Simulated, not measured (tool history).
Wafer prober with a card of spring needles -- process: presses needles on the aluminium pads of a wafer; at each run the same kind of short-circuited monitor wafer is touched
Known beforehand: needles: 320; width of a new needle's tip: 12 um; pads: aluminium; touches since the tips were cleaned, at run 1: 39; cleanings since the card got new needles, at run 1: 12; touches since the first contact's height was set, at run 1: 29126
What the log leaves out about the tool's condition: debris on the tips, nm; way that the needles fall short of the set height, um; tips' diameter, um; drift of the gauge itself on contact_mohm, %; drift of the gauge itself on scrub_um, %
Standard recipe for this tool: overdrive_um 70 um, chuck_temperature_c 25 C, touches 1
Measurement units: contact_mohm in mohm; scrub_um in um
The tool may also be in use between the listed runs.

| run | day | overdrive_um | chuck_temperature_c | touches | touches since the tips were cleaned | cleanings since the card got new needles | touches since the first contact's height was set | contact_mohm | scrub_um |
|---|---|---|---|---|---|---|---|---|---|
| 1 | 0 | 70 | 25 | 1 | 39 | 12 | 29126 | 216 | 18.23 |
|  | 0.167 | tips cleaned on abrasive film |
|  | 0.333 | tips cleaned on abrasive film |
|  | 0.5 | tips cleaned on abrasive film |
|  | 0.667 | tips cleaned on abrasive film |
| 2 | 0.775 | 62 | 25 | 1 | 1566 | 16 | 40006 | 242 | 15.87 |
|  | 0.858 | tips cleaned on abrasive film |
|  | 1.025 | tips cleaned on abrasive film |
|  | 1.192 | tips cleaned on abrasive film |
|  | 1.358 | tips cleaned on abrasive film |
|  | 1.525 | tips cleaned on abrasive film |
| 3 | 1.567 | 76 | 25 | 1 | 636 | 21 | 51114 | 223 | 19.7 |
|  | 1.692 | tips cleaned on abrasive film |
|  | 1.858 | tips cleaned on abrasive film |
|  | 2.025 | tips cleaned on abrasive film |
|  | 2.192 | tips cleaned on abrasive film |
|  | 2.358 | tips cleaned on abrasive film |
| 4 | 2.383 | 76 | 80 | 1 | 378 | 26 | 62538 | 233 | 19.55 |
|  | 2.55 | tips cleaned on abrasive film |
|  | 2.717 | tips cleaned on abrasive film |
|  | 2.883 | tips cleaned on abrasive film |
|  | 3.05 | tips cleaned on abrasive film |
|  | 3.254 | tips cleaned on abrasive film |
|  | 3.462 | tips cleaned on abrasive film |
|  | 3.629 | tips cleaned on abrasive film |
|  | 3.796 | tips cleaned on abrasive film |
|  | 3.962 | tips cleaned on abrasive film |
| 5 | 3.962 | 76 | 80 | 1 | 18 | 35 | 84662 | 230 | 19.6 |
|  | 4.129 | tips cleaned on abrasive film |
|  | 4.338 | tips cleaned on abrasive film |
|  | 4.504 | tips cleaned on abrasive film |
|  | 4.671 | tips cleaned on abrasive film |
|  | 4.833 | tips cleaned on abrasive film |
| 6 | 4.908 | 70 | 31 | 2 | 1068 | 40 | 97975 | 225 | 17.9 |
|  | 5.033 | tips cleaned on abrasive film |
|  | 5.2 | tips cleaned on abrasive film |
|  | 5.367 | tips cleaned on abrasive film |
|  | 5.533 | tips cleaned on abrasive film |
|  | 5.7 | tips cleaned on abrasive film |
|  | 5.867 | tips cleaned on abrasive film |
|  | 6.071 | tips cleaned on abrasive film |
|  | 6.279 | tips cleaned on abrasive film |
|  | 6.446 | tips cleaned on abrasive film |
|  | 6.612 | tips cleaned on abrasive film |
| 7 | 6.679 | 55 | 54 | 2 | 965 | 50 | 122790 | 241 | 13.81 |
|  | 6.804 | tips cleaned on abrasive film |
|  | 6.971 | tips cleaned on abrasive film |
|  | 7.138 | tips cleaned on abrasive film |
|  | 7.304 | tips cleaned on abrasive film |
|  | 7.471 | tips cleaned on abrasive film |
|  | 7.675 | tips cleaned on abrasive film |
| 8 | 7.7 | 50 | 51 | 2 | 361 | 56 | 137113 | 236 | 12.21 |
|  | 7.867 | tips cleaned on abrasive film |
|  | 7.921 | height of the first contact set anew |
|  | 8.046 | tips cleaned on abrasive film |
|  | 8.212 | tips cleaned on abrasive film |
|  | 8.417 | tips cleaned on abrasive film |
|  | 8.625 | tips cleaned on abrasive film |
| 9 | 8.708 | 67 | 28 | 2 | 1170 | 61 | 11059 | 226 | 17.47 |
|  | 8.796 | tips cleaned on abrasive film |
|  | 8.958 | tips cleaned on abrasive film |
|  | 9.125 | tips cleaned on abrasive film |
|  | 9.333 | tips cleaned on abrasive film |
|  | 9.5 | tips cleaned on abrasive film |
| 10 | 9.517 | 67 | 28 | 2 | 227 | 66 | 22373 | 216 | 17.5 |

Here are 4 independent what-if runs from the current tool condition. What would each one return?
|  | 9.679 | tips cleaned on abrasive film |
|  | 9.846 | tips cleaned on abrasive film |
|  | 10.012 | tips cleaned on abrasive film |
|  | 10.221 | tips cleaned on abrasive film |
|  | 10.425 | tips cleaned on abrasive film |
|  | 10.633 | tips cleaned on abrasive film |
| A | 10.708 | 67 | 28 | 1 | 1048 | 72 | 39127 | ? | ? |
|  | 9.679 | tips cleaned on abrasive film |
|  | 9.846 | tips cleaned on abrasive film |
|  | 10.012 | tips cleaned on abrasive film |
|  | 10.221 | tips cleaned on abrasive film |
|  | 10.425 | tips cleaned on abrasive film |
|  | 10.633 | tips cleaned on abrasive film |
| B | 10.708 | 88 | 113 | 1 | 1048 | 72 | 39127 | ? | ? |
|  | 9.679 | tips cleaned on abrasive film |
|  | 9.846 | tips cleaned on abrasive film |
|  | 10.012 | tips cleaned on abrasive film |
|  | 10.221 | tips cleaned on abrasive film |
|  | 10.425 | tips cleaned on abrasive film |
|  | 10.633 | tips cleaned on abrasive film |
| C | 10.708 | 53 | 25 | 1 | 1048 | 72 | 39127 | ? | ? |
|  | 9.679 | tips cleaned on abrasive film |
|  | 9.846 | tips cleaned on abrasive film |
|  | 10.012 | tips cleaned on abrasive film |
|  | 10.221 | tips cleaned on abrasive film |
|  | 10.425 | tips cleaned on abrasive film |
|  | 10.633 | tips cleaned on abrasive film |
| D | 10.708 | 67 | 28 | 2 | 1048 | 72 | 39127 | ? | ? |

| run | contact_mohm | scrub_um |
|---|---|---|
| A | 236 | 17.36 |
| B | 243 | 22.91 |
| C | 243 | 13.95 |
| D | 233 | 17.61 |
What these runs would have given with no unlogged condition in the tool:
| run | contact_mohm | scrub_um |
|---|---|---|
| A | 215 | 17.61 |
| B | 232 | 23.16 |
| C | 212 | 14.2 |
| D | 220 | 17.86 |
